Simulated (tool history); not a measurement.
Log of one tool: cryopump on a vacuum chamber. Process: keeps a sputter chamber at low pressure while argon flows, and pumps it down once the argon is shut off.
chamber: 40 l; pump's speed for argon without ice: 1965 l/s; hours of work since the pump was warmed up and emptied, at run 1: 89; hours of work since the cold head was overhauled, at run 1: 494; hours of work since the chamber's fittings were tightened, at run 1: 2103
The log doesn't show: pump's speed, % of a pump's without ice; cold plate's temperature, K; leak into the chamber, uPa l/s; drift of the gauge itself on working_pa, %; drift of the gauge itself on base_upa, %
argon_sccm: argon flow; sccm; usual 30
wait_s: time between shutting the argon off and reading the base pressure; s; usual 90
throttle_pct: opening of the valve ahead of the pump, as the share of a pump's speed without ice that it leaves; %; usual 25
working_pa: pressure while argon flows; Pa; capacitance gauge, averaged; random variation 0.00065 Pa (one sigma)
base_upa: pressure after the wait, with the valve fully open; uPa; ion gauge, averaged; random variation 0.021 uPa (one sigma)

| run | hour | argon_sccm | wait_s | throttle_pct | hours of work since the pump was warmed up and emptied | hours of work since the cold head was overhauled | hours of work since the chamber's fittings were tightened | working_pa | base_upa |
|---|---|---|---|---|---|---|---|---|---|
| 1 | 0.0 | 30 | 90 | 25 | 89 | 494 | 2103 | 0.1057 | 1.29 |
| 2 | 14.5 | 30 | 90 | 25 | 99 | 505 | 2113 | 0.1057 | 1.32 |
| 3 | 35.3 | 30 | 200 | 25 | 114 | 520 | 2128 | 0.1060 | 1.18 |
| 4 | 45.1 | 30 | 200 | 25 | 121 | 527 | 2135 | 0.1068 | 1.23 |
| 5 | 62.0 | 30 | 200 | 25 | 133 | 539 | 2147 | 0.1069 | 1.20 |
| 6 | 82.3 | 30 | 90 | 51 | 148 | 553 | 2162 | 0.0532 | 1.39 |
| 7 | 103.1 | 24 | 90 | 25 | 162 | 568 | 2177 | 0.0849 | 1.38 |
| 8 | 120.7 | 30 | 90 | 25 | 175 | 581 | 2190 | 0.1071 | 1.43 |
| 9 | 134.5 | 12 | 30 | 25 | 185 | 591 | 2199 | 0.0434 | 1.91 |
| 10 | 143.9 | 12 | 35 | 45 | 192 | 598 | 2206 | 0.0246 | 1.76 |
| 11 | 156.4 | 30 | 90 | 23 | 201 | 606 | 2215 | 0.1161 | 1.46 |
| 12 | 179.0 | 15 | 137 | 18 | 217 | 623 | 2231 | 0.0749 | 1.41 |
| 13 | 201.2 | 23 | 98 | 47 | 233 | 639 | 2247 | 0.0456 | 1.46 |
| 14 | 220.2 | 23 | 98 | 47 | 246 | 652 | 2261 | 0.0470 | 1.52 |
| 15 | 242.1 | 23 | 98 | 47 | 262 | 668 | 2277 | 0.0469 | 1.53 |
| 16 | 261.0 | 23 | 96 | 21 | 276 | 681 | 2290 | 0.0975 | 1.53 |

4 ways to go on from here, each from the tool as it stands after run 16. What would each give?
| A | 276.9 | 13 | 41 | 44 | 287 | 693 | 2301 | ? | ? |
| B | 276.9 | 57 | 34 | 35 | 287 | 693 | 2301 | ? | ? |
| C | 276.9 | 23 | 166 | 48 | 287 | 693 | 2301 | ? | ? |
| D | 276.9 | 21 | 60 | 25 | 287 | 693 | 2301 | ? | ? |

| run | working_pa | base_upa |
|---|---|---|
| A | 0.0275 | 1.83 |
| B | 0.1508 | 1.94 |
| C | 0.0459 | 1.51 |
| D | 0.0769 | 1.73 |
Without the tool's hidden state the same runs would have given:
| run | working_pa | base_upa |
|---|---|---|
| A | 0.0247 | 0.65 |
| B | 0.1389 | 0.76 |
| C | 0.0411 | 0.30 |
| D | 0.0725 | 0.54 |
